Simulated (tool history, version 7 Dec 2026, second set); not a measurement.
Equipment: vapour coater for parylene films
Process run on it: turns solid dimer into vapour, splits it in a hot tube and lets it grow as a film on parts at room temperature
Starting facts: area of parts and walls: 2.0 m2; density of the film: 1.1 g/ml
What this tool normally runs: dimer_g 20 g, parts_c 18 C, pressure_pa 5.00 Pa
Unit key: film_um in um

run	day	dimer_g	parts_c	pressure_pa	film_um
1	0.000	20	18	5.00	6.89
2	1.688	20	18	5.00	6.81
3	3.979	20	18	5.00	6.79
4	5.475	20	18	5.00	6.78
5	6.771	20	18	5.00	6.81
6	9.162	20	18	5.00	6.65
7	11.304	20	18	5.00	6.72
8	12.929	20	18	5.00	6.55
# day 14.300: trap's valve overhauled
9	14.362	20	18	5.00	6.98
10	15.688	20	18	5.00	6.94
11	17.258	20	18	6.82	6.50
12	18.608	20	18	3.14	7.32
13	20.292	20	18	5.00	6.83
14	21.650	20	18	5.00	6.72
15	22.800	20	18	5.00	6.80
16	24.229	20	18	5.00	6.74
17	26.738	20	18	5.00	6.73
# day 29.183: trap's valve overhauled
18	29.188	20	18	5.00	6.99
19	30.667	20	18	5.00	6.97
20	32.667	20	18	5.00	6.84
21	33.896	20	18	5.00	6.92
22	36.292	20	18	5.00	6.69
23	38.208	20	18	5.00	6.79
24	40.667	26	19	5.70	8.33
25	42.321	26	19	9.51	7.67
# day 44.042: trap's valve overhauled
26	44.829	26	19	9.28	7.96
27	46.579	10	18	4.22	3.57
28	48.417	10	18	4.22	3.55
29	50.479	34	14	2.61	13.76
30	52.146	13	13	8.52	4.37
31	53.454	11	13	8.52	3.73
32	55.346	15	15	6.40	5.09
33	57.183	13	26	7.53	3.55
# day 58.917: trap's valve overhauled
34	59.679	13	26	7.53	3.64
35	61.600	12	20	4.99	3.96
36	63.088	25	14	2.17	10.44
37	64.538	15	12	2.60	6.34
38	65.567	13	17	4.37	4.57
39	67.800	30	18	5.00	10.12
40	69.442	30	18	5.00	9.95
41	70.796	9	18	7.47	2.85

What will run 42 give?
42	72.012	9	18	7.47	?

film_um: 2.80 um
With no hidden state in the tool, this same run would have given film_um 2.95 um.
